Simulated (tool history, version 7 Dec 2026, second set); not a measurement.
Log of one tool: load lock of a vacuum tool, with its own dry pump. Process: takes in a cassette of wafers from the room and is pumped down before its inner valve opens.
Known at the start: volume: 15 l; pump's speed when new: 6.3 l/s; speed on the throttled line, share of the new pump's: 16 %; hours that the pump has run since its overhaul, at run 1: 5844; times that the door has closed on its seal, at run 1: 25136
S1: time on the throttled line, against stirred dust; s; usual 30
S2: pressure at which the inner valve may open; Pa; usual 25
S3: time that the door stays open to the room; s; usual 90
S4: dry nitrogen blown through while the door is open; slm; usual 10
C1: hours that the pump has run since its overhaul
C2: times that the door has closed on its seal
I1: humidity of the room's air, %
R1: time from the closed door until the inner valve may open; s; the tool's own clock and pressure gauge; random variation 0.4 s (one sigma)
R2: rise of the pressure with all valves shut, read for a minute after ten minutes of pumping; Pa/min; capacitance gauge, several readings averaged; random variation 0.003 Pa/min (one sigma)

| run | hour | S1 | S2 | S3 | S4 | C1 | C2 | I1 | R1 | R2 |
|---|---|---|---|---|---|---|---|---|---|---|
| 1 | 0.0 | 30 | 25 | 90 | 10 | 5844 | 25136 | 42.0 | 46.4 | 0.097 |
| 2 | 292.9 | 30 | 25 | 90 | 10 | 6137 | 26129 | 43.9 | 46.6 | 0.102 |
| 3 | 533.7 | 30 | 25 | 90 | 10 | 6378 | 26946 | 46.4 | 46.4 | 0.103 |
| 4 | 774.0 | 30 | 25 | 90 | 11 | 6618 | 27761 | 41.7 | 46.1 | 0.110 |
| 5 | 1009.9 | 30 | 25 | 90 | 10 | 6854 | 28561 | 45.8 | 47.0 | 0.111 |
| 6 | 1297.5 | 30 | 25 | 90 | 10 | 7142 | 29537 | 45.4 | 47.0 | 0.116 |
| 7 | 1554.0 | 30 | 25 | 90 | 10 | 7398 | 30407 | 47.5 | 47.4 | 0.116 |
| 8 | 1771.9 | 30 | 48 | 90 | 10 | 7616 | 31146 | 43.2 | 45.2 | 0.120 |
| 9 | 1906.7 | 30 | 25 | 90 | 10 | 7751 | 31603 | 44.2 | 46.9 | 0.119 |
| 10 | 2060.2 | 30 | 36 | 90 | 10 | 7904 | 32123 | 43.9 | 46.0 | 0.124 |
| 11 | 2326.1 | 30 | 25 | 90 | 10 | 8170 | 33026 | 41.9 | 46.9 | 0.123 |
| 12 | 2476.3 | 30 | 25 | 90 | 10 | 8320 | 33535 | 45.1 | 46.0 | 0.127 |
| 13 | 2612.8 | 30 | 25 | 90 | 10 | 8457 | 33998 | 43.9 | 46.5 | 0.135 |
| 14 | 2778.6 | 30 | 25 | 90 | 10 | 8623 | 34560 | 43.5 | 47.2 | 0.135 |
| 15 | 2934.3 | 30 | 25 | 90 | 10 | 8778 | 35088 | 43.6 | 46.8 | 0.137 |
| 16 | 3212.1 | 30 | 25 | 90 | 10 | 9056 | 36031 | 44.5 | 47.7 | 0.140 |
| 17 | 3456.7 | 30 | 25 | 90 | 10 | 9301 | 36860 | 44.0 | 46.9 | 0.147 |
| 18 | 3583.5 | 30 | 25 | 90 | 10 | 9428 | 37290 | 45.5 | 47.2 | 0.145 |
| 19 | 3825.6 | 30 | 25 | 90 | 10 | 9670 | 38112 | 49.9 | 47.7 | 0.156 |
| 20 | 4021.2 | 30 | 25 | 31 | 14 | 9865 | 38775 | 46.6 | 47.5 | 0.141 |
| 21 | 4303.2 | 58 | 32 | 29 | 5 | 10147 | 39732 | 45.5 | 70.6 | 0.158 |
| 22 | 4476.1 | 53 | 44 | 136 | 10 | 10320 | 40318 | 46.2 | 64.8 | 0.165 |
| 23 | 4680.7 | 47 | 25 | 90 | 22 | 10525 | 41012 | 47.9 | 61.8 | 0.155 |
|  | 4694.5 | door's seal changed, seat wiped |
| 24 | 4970.4 | 18 | 21 | 63 | 31 | 10813 | 936 | 44.9 | 38.1 | 0.021 |
| 25 | 5215.7 | 18 | 21 | 63 | 31 | 11058 | 1768 | 43.5 | 38.3 | 0.021 |
| 26 | 5403.7 | 18 | 21 | 63 | 31 | 11246 | 2405 | 46.8 | 38.3 | 0.024 |
| 27 | 5525.6 | 18 | 21 | 63 | 31 | 11368 | 2819 | 46.7 | 38.6 | 0.029 |
| 28 | 5745.2 | 23 | 25 | 90 | 31 | 11588 | 3564 | 46.1 | 41.9 | 0.033 |
| 29 | 6032.4 | 16 | 29 | 77 | 30 | 11875 | 4538 | 45.3 | 35.8 | 0.033 |
| 30 | 6234.8 | 16 | 38 | 77 | 30 | 12077 | 5224 | 42.9 | 35.9 | 0.028 |
| 31 | 6447.6 | 16 | 38 | 77 | 30 | 12290 | 5946 | 42.9 | 35.4 | 0.031 |
| 32 | 6624.9 | 26 | 39 | 29 | 30 | 12467 | 6547 | 43.7 | 43.2 | 0.019 |
| 33 | 6815.7 | 26 | 39 | 29 | 30 | 12658 | 7195 | 46.7 | 43.0 | 0.028 |
| 34 | 6935.4 | 26 | 38 | 90 | 7 | 12778 | 7601 | 46.7 | 43.5 | 0.060 |
| 35 | 7220.4 | 21 | 25 | 66 | 11 | 13063 | 8567 | 43.4 | 40.8 | 0.054 |
| 36 | 7346.8 | 19 | 25 | 90 | 10 | 13189 | 8996 | 45.7 | 39.2 | 0.054 |
| 37 | 7554.3 | 19 | 37 | 90 | 10 | 13397 | 9700 | 43.8 | 37.6 | 0.055 |
| 38 | 7797.7 | 30 | 25 | 93 | 10 | 13640 | 10525 | 44.8 | 47.9 | 0.063 |

Measured less the same run without the tool's hidden state. The same run-to-run variation is in both; the gauge's scatter may not be:
The hidden state here: pump's speed, % of a new pump's; leak at the door's seal, Pa l/s; drift of the gauge itself on ready_s, %; drift of the gauge itself on rise_pa_min, %.
| run | R1 | R2 |
|---|---|---|
| 1 | +1.3 | +0.053 |
| 2 | +1.4 | +0.056 |
| 3 | +1.4 | +0.059 |
| 4 | +1.5 | +0.064 |
| 5 | +1.6 | +0.067 |
| 6 | +1.6 | +0.069 |
| 7 | +1.7 | +0.073 |
| 8 | +1.5 | +0.076 |
| 9 | +1.7 | +0.079 |
| 10 | +1.7 | +0.081 |
| 11 | +1.8 | +0.085 |
| 12 | +1.8 | +0.086 |
| 13 | +1.9 | +0.087 |
| 14 | +1.9 | +0.092 |
| 15 | +1.9 | +0.092 |
| 16 | +2.0 | +0.098 |
| 17 | +2.0 | +0.102 |
| 18 | +2.0 | +0.101 |
| 19 | +2.2 | +0.107 |
| 20 | +2.2 | +0.111 |
| 21 | +1.5 | +0.116 |
| 22 | +1.5 | +0.117 |
| 23 | +2.0 | +0.122 |
| 24 | +2.8 | -0.002 |
| 25 | +2.8 | -0.001 |
| 26 | +2.9 | +0.001 |
| 27 | +2.9 | +0.001 |
| 28 | +2.8 | +0.001 |
| 29 | +2.9 | +0.003 |
| 30 | +2.9 | +0.004 |
| 31 | +3.0 | +0.005 |
| 32 | +2.7 | +0.006 |
| 33 | +2.8 | +0.007 |
| 34 | +2.8 | +0.008 |
| 35 | +3.2 | +0.010 |
| 36 | +3.4 | +0.011 |
| 37 | +3.1 | +0.012 |
| 38 | +3.1 | +0.014 |

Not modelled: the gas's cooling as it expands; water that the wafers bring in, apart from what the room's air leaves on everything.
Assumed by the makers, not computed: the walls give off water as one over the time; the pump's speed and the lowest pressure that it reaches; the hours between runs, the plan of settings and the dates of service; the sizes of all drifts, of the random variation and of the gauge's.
